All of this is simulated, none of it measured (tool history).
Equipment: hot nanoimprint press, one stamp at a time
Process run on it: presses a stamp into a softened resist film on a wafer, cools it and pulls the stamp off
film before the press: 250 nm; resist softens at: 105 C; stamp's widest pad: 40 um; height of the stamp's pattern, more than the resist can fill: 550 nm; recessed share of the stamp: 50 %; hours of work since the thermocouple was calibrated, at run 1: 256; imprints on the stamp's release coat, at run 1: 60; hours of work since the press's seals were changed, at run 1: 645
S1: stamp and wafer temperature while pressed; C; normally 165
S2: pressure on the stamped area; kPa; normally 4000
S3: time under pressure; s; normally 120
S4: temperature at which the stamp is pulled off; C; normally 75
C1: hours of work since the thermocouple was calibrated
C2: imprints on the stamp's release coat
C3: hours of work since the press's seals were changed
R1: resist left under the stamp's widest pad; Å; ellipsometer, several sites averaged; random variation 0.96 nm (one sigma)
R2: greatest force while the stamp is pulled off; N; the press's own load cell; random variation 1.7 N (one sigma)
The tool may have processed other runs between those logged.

run	hour	S1	S2	S3	S4	C1	C2	C3	R1	R2
1	0.0	165	4000	120	75	256	60	645	1328	133
2	19.2	165	4000	120	75	269	133	658	1336	134
# hour 32.3: plate thermocouple calibrated
3	45.9	165	4000	120	75	9	222	673	1313	134
4	70.6	165	4000	120	75	25	315	689	1315	131
# hour 76.7: plate thermocouple calibrated, once more
5	87.0	165	4000	120	75	7	365	698	1406	137
6	105.4	165	4000	120	75	19	434	710	1414	144
7	121.1	165	4000	120	75	29	493	720	1398	140
8	135.1	156	4000	120	75	38	546	729	1941	136
9	147.8	156	4000	120	75	46	593	737	1885	140
10	162.8	165	4000	120	75	56	650	747	1390	143
11	178.0	165	4000	120	75	66	707	757	1372	145
12	200.0	155	4000	120	75	80	789	771	1963	144
# hour 210.0: stamp cleaned and given a new release coat
13	220.8	155	4180	120	75	89	40	781	1941	133
14	235.7	165	4000	120	79	99	96	790	1376	122
15	254.1	165	4000	120	75	111	165	802	1376	137
16	276.6	176	4360	81	65	126	250	817	955	170
17	288.5	175	4360	131	70	133	294	824	833	153
18	306.0	175	4360	131	70	145	360	836	845	157
19	331.9	177	2510	120	75	161	457	853	1060	136
20	349.3	171	2510	76	75	173	523	864	1523	137
21	370.3	155	3710	112	64	186	602	877	1976	172
22	383.1	155	3710	112	64	195	650	886	2020	180
23	404.4	165	4770	120	75	208	730	900	1249	141

For run 24, what comes out?
# hour 430.0: stamp cleaned and given a new release coat
24	432.4	165	4000	189	75	223	10	914	?	?

Logged for run 24: R1 1190 Å, R2 133 N.
Minus the tool's unlogged condition, the same run would have read R1 1187 Å, R2 134 N.
